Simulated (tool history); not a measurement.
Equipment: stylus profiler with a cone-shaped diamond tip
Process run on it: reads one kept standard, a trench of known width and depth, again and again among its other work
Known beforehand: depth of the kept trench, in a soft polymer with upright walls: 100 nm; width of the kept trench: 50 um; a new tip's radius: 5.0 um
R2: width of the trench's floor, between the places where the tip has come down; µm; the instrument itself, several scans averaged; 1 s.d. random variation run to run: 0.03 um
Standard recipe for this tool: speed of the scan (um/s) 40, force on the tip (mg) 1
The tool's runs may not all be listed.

Run 1, hour 0: usual settings. Result: depth of the trench (Å) 1006.8, R2 47.77 µm.
Run 2, hour 66.3: usual settings. Result: depth of the trench (Å) 1007.9, R2 47.71 µm.
Run 3, hour 100.6: usual settings but force on the tip (mg) 1.18. Result: depth of the trench (Å) 1008.1, R2 47.67 µm.
Run 4, hour 156.6: usual settings but force on the tip (mg) 1.18. Result: depth of the trench (Å) 1007.1, R2 47.7 µm.
Run 5, hour 205: usual settings but force on the tip (mg) 1.18. Result: depth of the trench (Å) 1008, R2 47.65 µm.
Run 6, hour 251.5: usual settings but speed of the scan (um/s) 11. Result: depth of the trench (Å) 1007.1, R2 47.78 µm.
Run 7, hour 315: usual settings but speed of the scan (um/s) 19. Result: depth of the trench (Å) 1006.3, R2 47.67 µm.
Run 8, hour 388.4: usual settings but speed of the scan (um/s) 19. Result: depth of the trench (Å) 1005.9, R2 47.71 µm.
Run 9, hour 431.7: usual settings but speed of the scan (um/s) 19. Result: depth of the trench (Å) 1006.1, R2 47.63 µm.
Run 10, hour 481.5: usual settings but speed of the scan (um/s) 19. Result: depth of the trench (Å) 1006.4, R2 47.68 µm.
Run 11, hour 548.4: usual settings but speed of the scan (um/s) 19. Result: depth of the trench (Å) 1006.6, R2 47.62 µm.
Run 12, hour 588.4: usual settings. Result: depth of the trench (Å) 1005.9, R2 47.45 µm.
Run 13, hour 663: usual settings. Result: depth of the trench (Å) 1005.1, R2 47.39 µm.
Run 14, hour 737.4: usual settings. Result: depth of the trench (Å) 1005.4, R2 47.35 µm.
Run 15, hour 796.1: usual settings. Result: depth of the trench (Å) 1005.9, R2 47.45 µm.
Run 16, hour 853.3: usual settings. Result: depth of the trench (Å) 1004.7, R2 47.35 µm.
Run 17, hour 915.8: usual settings but speed of the scan (um/s) 21. Result: depth of the trench (Å) 1004.9, R2 47.46 µm.
Run 18, hour 976.9: usual settings but speed of the scan (um/s) 21. Result: depth of the trench (Å) 1004.9, R2 47.47 µm.
Run 19, hour 1032.7: usual settings. Result: depth of the trench (Å) 1004.8, R2 47.32 µm.
Run 20, hour 1099.3: usual settings. Result: depth of the trench (Å) 1005, R2 47.29 µm.
Run 21, hour 1144.7: usual settings. Result: depth of the trench (Å) 1004.8, R2 47.27 µm.
Run 22, hour 1213: usual settings but speed of the scan (um/s) 45, force on the tip (mg) 2.12. Result: depth of the trench (Å) 1009.2, R2 47.33 µm.
Run 23, hour 1246.7: usual settings but speed of the scan (um/s) 15, force on the tip (mg) 0.96. Result: depth of the trench (Å) 1003.9, R2 47.34 µm.
Run 24, hour 1320.8: usual settings but speed of the scan (um/s) 11, force on the tip (mg) 0.8. Result: depth of the trench (Å) 1002.6, R2 47.33 µm.
Run 25, hour 1355.9: usual settings but speed of the scan (um/s) 76, force on the tip (mg) 2.32. Result: depth of the trench (Å) 1009.4, R2 47.09 µm.
Run 26, hour 1403.5: usual settings but speed of the scan (um/s) 76, force on the tip (mg) 2.9. Result: depth of the trench (Å) 1011.8, R2 47.1 µm.
Run 27, hour 1459.1: usual settings but speed of the scan (um/s) 77, force on the tip (mg) 0.35. Result: depth of the trench (Å) 999.6, R2 46.59 µm.
Run 28, hour 1529.7: usual settings but speed of the scan (um/s) 77, force on the tip (mg) 0.35. Result: depth of the trench (Å) 1000.1, R2 46.49 µm.
Run 29, hour 1569.9: usual settings but speed of the scan (um/s) 133, force on the tip (mg) 2.33. Result: depth of the trench (Å) 1009, R2 46.8 µm.
Run 30, hour 1623.2: usual settings but force on the tip (mg) 1.52. Result: depth of the trench (Å) 1006.2, R2 47.07 µm.
Run 31, hour 1656.6: usual settings but speed of the scan (um/s) 113, force on the tip (mg) 0.91. Result: depth of the trench (Å) 1002.1, R2 46.63 µm.
Run 32, hour 1722.4: usual settings but speed of the scan (um/s) 113, force on the tip (mg) 0.91. Result: depth of the trench (Å) 1001.9, R2 46.55 µm.
Run 33, hour 1758: usual settings but speed of the scan (um/s) 10, force on the tip (mg) 0.57. Result: depth of the trench (Å) 1000.5, R2 47.18 µm.
Run 34, hour 1795.1: usual settings but speed of the scan (um/s) 10, force on the tip (mg) 0.57. Result: depth of the trench (Å) 1000.5, R2 47.19 µm.
Run 35, hour 1838.5: usual settings but speed of the scan (um/s) 10, force on the tip (mg) 0.57. Result: depth of the trench (Å) 999.5, R2 47.23 µm.
Run 36, hour 1880.8: usual settings but speed of the scan (um/s) 10, force on the tip (mg) 0.57. Result: depth of the trench (Å) 999.9, R2 47.13 µm.
Run 37, hour 1931.1: usual settings but speed of the scan (um/s) 29, force on the tip (mg) 2. Result: depth of the trench (Å) 1007.3, R2 47.05 µm.
Run 38, hour 1982.1: usual settings but speed of the scan (um/s) 29, force on the tip (mg) 2. Result: depth of the trench (Å) 1007, R2 47.09 µm.
Run 39, hour 2044.6: usual settings but speed of the scan (um/s) 12, force on the tip (mg) 2.64. Result: depth of the trench (Å) 1008.1, R2 47.14 µm.
Run 40, hour 2120.8: usual settings but force on the tip (mg) 0.35. Result: depth of the trench (Å) 998.5, R2 46.71 µm.

3 options for the next run, each taken on its own from the tool as it stands now. Forecast them:
Run A, hour 2182.1: usual settings but speed of the scan (um/s) 113, force on the tip (mg) 1.69. Result: depth of the trench (Å) ?, R2 ?.
Run B, hour 2182.1: usual settings but speed of the scan (um/s) 72, force on the tip (mg) 0.36. Result: depth of the trench (Å) ?, R2 ?.
Run C, hour 2182.1: usual settings but force on the tip (mg) 0.73. Result: depth of the trench (Å) ?, R2 ?.

run  depth of the trench (Å)     R2
  A                     1005  46.55
  B                    998.3  46.34
  C                   1000.3  46.84
With no hidden state in the tool, these same runs would have given:
run  depth of the trench (Å)     R2
  A                     1011  47.42
  B                   1004.2  47.21
  C                   1006.3  47.71
